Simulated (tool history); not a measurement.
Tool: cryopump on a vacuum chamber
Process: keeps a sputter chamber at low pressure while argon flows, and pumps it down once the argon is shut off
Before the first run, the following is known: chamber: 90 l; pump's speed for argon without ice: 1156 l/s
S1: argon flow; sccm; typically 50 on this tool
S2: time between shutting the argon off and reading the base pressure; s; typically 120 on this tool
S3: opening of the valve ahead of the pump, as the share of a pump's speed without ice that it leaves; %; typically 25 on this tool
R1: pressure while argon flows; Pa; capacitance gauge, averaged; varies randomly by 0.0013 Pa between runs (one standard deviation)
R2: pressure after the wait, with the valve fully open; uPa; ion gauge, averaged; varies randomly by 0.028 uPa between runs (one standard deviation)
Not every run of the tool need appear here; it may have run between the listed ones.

run 1 day=0 | S1=50 S2=120 S3=25 | R1=0.2991 R2=3.13
run 2 day=3.012 | S1=50 S2=120 S3=28 | R1=0.2691 R2=3.27
run 3 day=6.708 | S1=50 S2=120 S3=28 | R1=0.2736 R2=3.44
run 4 day=8.717 | S1=50 S2=120 S3=28 | R1=0.2737 R2=3.59
run 5 day=11.738 | S1=50 S2=43 S3=28 | R1=0.2749 R2=5.61
run 6 day=13.562 | S1=50 S2=43 S3=28 | R1=0.2774 R2=5.74
-- day=14.158 leaking fittings of the chamber tightened, without venting
run 7 day=16.225 | S1=50 S2=43 S3=28 | R1=0.2787 R2=3.36
run 8 day=19.183 | S1=50 S2=120 S3=25 | R1=0.3143 R2=1.59
run 9 day=22.329 | S1=50 S2=69 S3=25 | R1=0.3154 R2=2.5
run 10 day=25.767 | S1=50 S2=69 S3=25 | R1=0.3199 R2=2.67
run 11 day=29.525 | S1=50 S2=69 S3=25 | R1=0.3271 R2=2.78
run 12 day=31.367 | S1=50 S2=120 S3=25 | R1=0.3258 R2=2.13
run 13 day=33.638 | S1=50 S2=120 S3=25 | R1=0.3281 R2=2.23
-- day=36.233 pump warmed up, emptied and cooled again
run 14 day=36.617 | S1=50 S2=120 S3=25 | R1=0.2984 R2=1.88
run 15 day=40.45 | S1=50 S2=120 S3=25 | R1=0.2963 R2=2.07
run 16 day=43.85 | S1=45 S2=60 S3=25 | R1=0.2698 R2=3.22
run 17 day=45.546 | S1=51 S2=208 S3=28 | R1=0.2752 R2=1.84
run 18 day=47.238 | S1=51 S2=208 S3=28 | R1=0.2793 R2=1.86
run 19 day=50.808 | S1=51 S2=208 S3=28 | R1=0.2803 R2=2.02
run 20 day=52.45 | S1=51 S2=208 S3=28 | R1=0.2828 R2=2.04
run 21 day=55.712 | S1=58 S2=53 S3=25 | R1=0.3608 R2=4.07
run 22 day=59.371 | S1=58 S2=53 S3=25 | R1=0.3636 R2=4.19
run 23 day=61.529 | S1=45 S2=161 S3=20 | R1=0.3471 R2=2.69
run 24 day=64.667 | S1=50 S2=39 S3=22 | R1=0.359 R2=5.27
run 25 day=66.208 | S1=50 S2=39 S3=22 | R1=0.36 R2=5.42
run 26 day=68.542 | S1=21 S2=55 S3=26 | R1=0.1304 R2=4.59
run 27 day=70.442 | S1=21 S2=55 S3=26 | R1=0.1319 R2=4.67
run 28 day=72.738 | S1=21 S2=55 S3=26 | R1=0.132 R2=4.79
run 29 day=74.275 | S1=91 S2=54 S3=60 | R1=0.2903 R2=5.13

The same runs without the tool's hidden state, with the same run-to-run variation:
Unlogged tool condition in this case: pump's speed, % of a pump's without ice; cold plate's temperature, K; leak into the chamber, uPa l/s; drift of the gauge itself on working_pa, %; drift of the gauge itself on base_upa, %.
run=1 R1=0.2932 R2=1.32
run=2 R1=0.2612 R2=1.32
run=3 R1=0.2627 R2=1.33
run=4 R1=0.2615 R2=1.34
run=5 R1=0.2599 R2=3.21
run=6 R1=0.2608 R2=3.23
run=7 R1=0.2599 R2=3.19
run=8 R1=0.2926 R2=1.31
run=9 R1=0.291 R2=2.1
run=10 R1=0.2919 R2=2.11
run=11 R1=0.2948 R2=2.07
run=12 R1=0.2917 R2=1.33
run=13 R1=0.2912 R2=1.31
run=14 R1=0.2947 R2=1.26
run=15 R1=0.2902 R2=1.31
run=16 R1=0.2619 R2=2.35
run=17 R1=0.265 R2=0.91
run=18 R1=0.2677 R2=0.84
run=19 R1=0.2661 R2=0.86
run=20 R1=0.2671 R2=0.83
run=21 R1=0.3398 R2=2.68
run=22 R1=0.3387 R2=2.65
run=23 R1=0.3261 R2=1.04
run=24 R1=0.3322 R2=3.45
run=25 R1=0.3317 R2=3.51
run=26 R1=0.1174 R2=2.56
run=27 R1=0.1179 R2=2.52
run=28 R1=0.1169 R2=2.52
run=29 R1=0.2214 R2=2.66
